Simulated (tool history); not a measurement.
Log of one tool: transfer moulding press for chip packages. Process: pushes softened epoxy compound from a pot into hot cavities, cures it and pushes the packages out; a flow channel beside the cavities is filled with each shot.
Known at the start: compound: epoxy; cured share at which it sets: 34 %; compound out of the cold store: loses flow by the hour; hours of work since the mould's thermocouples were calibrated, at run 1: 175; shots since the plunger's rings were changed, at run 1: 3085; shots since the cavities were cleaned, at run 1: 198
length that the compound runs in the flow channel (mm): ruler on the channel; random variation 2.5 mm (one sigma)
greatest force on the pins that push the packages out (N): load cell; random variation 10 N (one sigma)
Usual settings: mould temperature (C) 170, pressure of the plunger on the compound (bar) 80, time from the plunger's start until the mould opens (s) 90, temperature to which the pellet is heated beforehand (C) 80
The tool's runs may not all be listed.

run    hour  mould temperature (C)  pressure of the plunger on the compound (bar)  time from the plunger's start until the mould opens (s)  temperature to which the pellet is heated beforehand (C)  hours of work since the mould's thermocouples were calibrated  shots since the plunger's rings were changed  shots since the cavities were cleaned  incoming compound's hours out of the cold store  length that the compound runs in the flow channel (mm)  greatest force on the pins that push the packages out (N)
  1       0                    170                                             80                                                       90                                                        80                                                            175                                          3085                                    198                                             23.8                                                     522                                                        560
  2    47.6                    170                                           97.7                                                       90                                                        80                                                            202                                          3593                                    706                                             27.5                                                     563                                                        700
       57.8  -- cavities cleaned with cleaning compound and waxed
  3    99.9                    170                                           99.7                                                       90                                                        80                                                            231                                          4137                                    451                                             25.6                                                     569                                                        659
      136.4  -- cavities cleaned with cleaning compound and waxed
  4   152.6                    170                                           99.7                                                       90                                                        80                                                            260                                          4684                                    174                                               31                                                     550                                                        577
  5   196.2                    170                                             80                                                       83                                                        80                                                            285                                          5149                                    639                                             38.7                                                     473                                                        739
      211.7  -- cavities cleaned with cleaning compound and waxed
  6   260.3                    170                                             80                                                       83                                                        80                                                            321                                          5818                                    520                                             21.3                                                     506                                                        750
      289.3  -- plunger's sealing rings changed
      290.8  -- cavities cleaned with cleaning compound and waxed
  7   341.9                    170                                             80                                                       83                                                        80                                                            365                                           546                                    546                                             34.7                                                     513                                                        743
      368.3  -- cavities cleaned with cleaning compound and waxed
  8   439.2                    172                                             80                                                       90                                                        80                                                            420                                          1570                                    758                                               14                                                     554                                                        682
      450.1  -- cavities cleaned with cleaning compound and waxed
      469.5  -- mould's thermocouples calibrated
  9   501.4                    170                                             80                                                       90                                                        80                                                             18                                          2196                                    526                                             10.8                                                     563                                                        671
      526.2  -- cavities cleaned with cleaning compound and waxed
 10   578.9                    170                                             80                                                       90                                                        80                                                             61                                          3008                                    562                                             14.9                                                     545                                                        722
      605.9  -- cavities cleaned with cleaning compound and waxed
      652.1  -- mould's thermocouples calibrated, once more
 11   672.1                    170                                             80                                                       90                                                        80                                                             11                                          3967                                    686                                             40.7                                                     470                                                        704
      682.8  -- cavities cleaned with cleaning compound and waxed
 12   735.4                    170                                             80                                                       90                                                        80                                                             47                                          4627                                    562                                              9.7                                                     539                                                        687
      758.2  -- cavities cleaned with cleaning compound and waxed
 13   777.6                    170                                             80                                                       90                                                        84                                                             70                                          5062                                    207                                             40.6                                                     458                                                        546
 14   825.2                    170                                           69.4                                                       90                                                        85                                                             97                                          5571                                    716                                             18.4                                                     472                                                        712
      834.3  -- cavities cleaned with cleaning compound and waxed
      884.8  -- plunger's sealing rings changed
 15   892.3                    166                                           77.1                                                       85                                                        79                                                            133                                            80                                    593                                             30.3                                                     527                                                        875
      918.3  -- cavities cleaned with cleaning compound and waxed
 16   949.1                    171                                             80                                                      113                                                        80                                                            165                                           671                                    329                                             23.3                                                     536                                                        527
      993.7  -- cavities cleaned with cleaning compound and waxed
 17  1017.9                    171                                             80                                                      113                                                        80                                                            203                                          1390                                    258                                             29.3                                                     515                                                        508
     1067.9  -- cavities cleaned with cleaning compound and waxed
 18  1084.9                    171                                             80                                                      113                                                        80                                                            240                                          2090                                    182                                               24                                                     529                                                        483
     1143.9  -- cavities cleaned with cleaning compound and waxed
 19  1169.1                    174                                           76.9                                                      122                                                        80                                                            287                                          2973                                    269                                             44.4                                                     453                                                        504
 20  1211.2                    166                                             80                                                       90                                                        80                                                            311                                          3423                                    719                                             34.6                                                     502                                                        832
     1221.5  -- cavities cleaned with cleaning compound and waxed
 21  1278.6                    169                                             80                                                       90                                                        73                                                            349                                          4127                                    610                                             14.1                                                     538                                                        745
     1295.7  -- cavities cleaned with cleaning compound and waxed
     1373.4  -- cavities cleaned with cleaning compound and waxed
 22  1373.4                    175                                             80                                                       90                                                        76                                                            401                                          5108                                      0                                             36.9                                                     460                                                        429
     1431.1  -- mould's thermocouples calibrated
 23  1437.8                    175                                             80                                                       90                                                        76                                                              4                                          5774                                    666                                               26                                                     481                                                        630
     1454.1  -- cavities cleaned with cleaning compound and waxed
     1475.6  -- plunger's sealing rings changed
 24  1515.7                    175                                             80                                                       90                                                        76                                                             46                                           428                                    631                                             40.4                                                     493                                                        608
     1535.3  -- cavities cleaned with cleaning compound and waxed
 25  1601.6                    173                                           97.9                                                       90                                                        87                                                             94                                          1330                                    708                                             33.2                                                     556                                                        659
     1609.4  -- cavities cleaned with cleaning compound and waxed
     1687.7  -- cavities cleaned with cleaning compound and waxed
 26  1688.6                    170                                             80                                                      111                                                        80                                                            142                                          2228                                     11                                               43                                                     484                                                        430

3 ways to go on from here, each from the tool as it stands after run 26. What would each give?
     1761.8  -- cavities cleaned with cleaning compound and waxed
  A  1784.3                    170                                             80                                                       80                                                        80                                                            196                                          3234                                    240                                             38.6                                                       ?                                                          ?
     1761.8  -- cavities cleaned with cleaning compound and waxed
  B  1784.3                    170                                           77.5                                                      106                                                        75                                                            196                                          3234                                    240                                              9.6                                                       ?                                                          ?
     1761.8  -- cavities cleaned with cleaning compound and waxed
  C  1784.3                    177                                           81.6                                                       90                                                        80                                                            196                                          3234                                    240                                             29.7                                                       ?                                                          ?

run  length that the compound runs in the flow channel (mm)  greatest force on the pins that push the packages out (N)
  A                                                     482                                                        697
  B                                                     549                                                        535
  C                                                     499                                                        512
Without the tool's hidden state the same runs would have given:
run  length that the compound runs in the flow channel (mm)  greatest force on the pins that push the packages out (N)
  A                                                     507                                                        562
  B                                                     578                                                        434
  C                                                     525                                                        415

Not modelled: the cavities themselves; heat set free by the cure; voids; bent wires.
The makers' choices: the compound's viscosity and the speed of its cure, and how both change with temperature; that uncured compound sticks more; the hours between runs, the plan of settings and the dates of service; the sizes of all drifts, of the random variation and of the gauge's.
